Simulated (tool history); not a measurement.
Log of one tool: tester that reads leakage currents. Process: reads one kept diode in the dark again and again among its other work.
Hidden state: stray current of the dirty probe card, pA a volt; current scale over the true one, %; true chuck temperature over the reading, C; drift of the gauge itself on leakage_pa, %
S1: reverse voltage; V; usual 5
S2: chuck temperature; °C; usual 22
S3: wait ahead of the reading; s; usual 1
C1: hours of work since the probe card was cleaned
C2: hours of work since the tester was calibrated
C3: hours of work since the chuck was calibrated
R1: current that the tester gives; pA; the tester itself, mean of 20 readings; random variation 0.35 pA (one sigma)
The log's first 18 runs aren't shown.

run    hour    S1  S2    S3    C1    C2   C3       R1
 19   938.3     5  22  0.39   633   899  951   132.17
      945.3  -- chuck's temperature calibrated
 20   977.9     5  22     1   656   922   19   135.13
 21  1045.1     5  22     1   695   961   59   136.01
 22  1102.6     5  22     1   729   995   93   136.54
 23  1145.9     5  22  4.45   755  1021  119   136.04
     1162.9  -- chuck's temperature calibrated, once more
 24  1201.6  8.46  34   1.2   787  1053   23   390.93
 25    1238  8.46  34   1.2   808  1074   44   392.56
 26  1268.3  8.46  34   1.2   826  1092   62   393.72
 27  1303.6  8.46  34   1.2   847  1113   83   392.78
 28  1354.8  1.08  53  0.94   878  1144  114    467.3
 29  1388.2     5  43  0.92   897  1163  133   554.63
 30  1454.2     5  43  0.92   936  1202  172   556.28
 31  1513.9     5  43  0.92   972  1238  208   555.09
 32  1544.7  2.22  23  2.08   990  1256  226    85.26
 33  1597.3  9.87  33  1.64  1021  1287  257   405.44
 34  1651.2  9.47  54  0.32  1053  1319  289  1644.83
 35  1717.5     5  28  4.56  1092  1358  328   196.26
 36  1754.9     5  28  4.56  1114  1380  350   196.08
     1816.1  -- probe card cleaned and baked
 37  1816.1  6.27  51     1     0  1415  385  1064.66
 38  1877.8  6.27  51  0.63    37  1451  421  1077.61
 39    1952     5  22  0.66    80  1495  465   118.85
 40    2002  6.56  22     1   110  1525  495   138.35

Forecast each of these 3 alternatives for the next run:
  A  2060.2  1.14  27   3.9  145  1559  529   ?
  B  2060.2  1.24  22     1  145  1559  529   ?
  C  2060.2  3.62  45  0.66  145  1559  529   ?

run      R1
  A    77.9
  B   56.34
  C  534.55
Without the tool's hidden state the same runs would have given:
run      R1
  A   76.63
  B   55.26
  C  528.36
